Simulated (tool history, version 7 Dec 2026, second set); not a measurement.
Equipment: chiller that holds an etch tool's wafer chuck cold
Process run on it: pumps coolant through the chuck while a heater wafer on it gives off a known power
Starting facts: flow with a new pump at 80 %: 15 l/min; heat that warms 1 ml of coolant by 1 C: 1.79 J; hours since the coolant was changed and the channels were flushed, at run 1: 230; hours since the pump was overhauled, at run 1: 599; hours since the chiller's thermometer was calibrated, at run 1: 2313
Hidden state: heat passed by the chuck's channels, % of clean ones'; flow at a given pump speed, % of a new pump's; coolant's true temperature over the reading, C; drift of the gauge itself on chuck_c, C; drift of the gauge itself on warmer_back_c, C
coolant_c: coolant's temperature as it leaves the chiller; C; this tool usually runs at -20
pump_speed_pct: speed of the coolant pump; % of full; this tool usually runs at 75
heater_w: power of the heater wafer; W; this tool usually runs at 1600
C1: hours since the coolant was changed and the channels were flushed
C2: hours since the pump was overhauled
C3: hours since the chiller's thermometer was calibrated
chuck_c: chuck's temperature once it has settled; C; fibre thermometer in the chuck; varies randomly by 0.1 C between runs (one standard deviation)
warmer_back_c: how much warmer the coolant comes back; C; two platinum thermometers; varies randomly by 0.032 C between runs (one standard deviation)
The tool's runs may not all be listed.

{"run": 1, "day": 0.0, "coolant_c": -20, "pump_speed_pct": 75, "heater_w": 1600, "C1": 230, "C2": 599, "C3": 2313, "chuck_c": -8.4, "warmer_back_c": 3.96}
{"run": 2, "day": 1.9, "coolant_c": -20, "pump_speed_pct": 75, "heater_w": 1600, "C1": 275, "C2": 645, "C3": 2358, "chuck_c": -8.6, "warmer_back_c": 3.9}
{"run": 3, "day": 4.367, "coolant_c": -13, "pump_speed_pct": 75, "heater_w": 1600, "C1": 334, "C2": 704, "C3": 2418, "chuck_c": -1.4, "warmer_back_c": 3.95}
{"run": 4, "day": 7.104, "coolant_c": -20, "pump_speed_pct": 75, "heater_w": 1600, "C1": 400, "C2": 770, "C3": 2483, "chuck_c": -8.2, "warmer_back_c": 3.88}
{"run": 5, "day": 10.558, "coolant_c": -20, "pump_speed_pct": 75, "heater_w": 1635, "C1": 483, "C2": 853, "C3": 2566, "chuck_c": -8.2, "warmer_back_c": 3.94}
{"run": 6, "day": 13.062, "coolant_c": -13, "pump_speed_pct": 75, "heater_w": 1900, "C1": 543, "C2": 913, "C3": 2626, "chuck_c": 1.1, "warmer_back_c": 4.65}
{"run": 7, "day": 15.421, "coolant_c": -21, "pump_speed_pct": 75, "heater_w": 1036, "C1": 600, "C2": 969, "C3": 2683, "chuck_c": -13.6, "warmer_back_c": 2.64}
{"run": 8, "day": 17.267, "coolant_c": -21, "pump_speed_pct": 75, "heater_w": 1036, "C1": 644, "C2": 1014, "C3": 2727, "chuck_c": -13.7, "warmer_back_c": 2.58}
{"run": 9, "day": 20.125, "coolant_c": -21, "pump_speed_pct": 75, "heater_w": 1036, "C1": 712, "C2": 1082, "C3": 2796, "chuck_c": -13.4, "warmer_back_c": 2.61}
{"day": 22.283, "done": "chiller's thermometer calibrated"}
{"run": 10, "day": 23.154, "coolant_c": -21, "pump_speed_pct": 75, "heater_w": 1036, "C1": 784, "C2": 1154, "C3": 21, "chuck_c": -13.2, "warmer_back_c": 2.64}

Describe how what the log doesn't record of the tool's condition differs between the last listed run preceding each entry between runs and the first listed run following it.
Logged between run 9 and run 10: chiller's thermometer calibrated (day 22.283)
  heat passed by the chuck's channels, % of clean ones': 97.6 -> 97.4; flow at a given pump speed, % of a new pump's: 96.9 -> 96.7; coolant's true temperature over the reading, C: -0.3 -> -0.01
  what was measured, less what the result would be without the hidden state, warmer_back_c: +0.08 -> +0.08 C
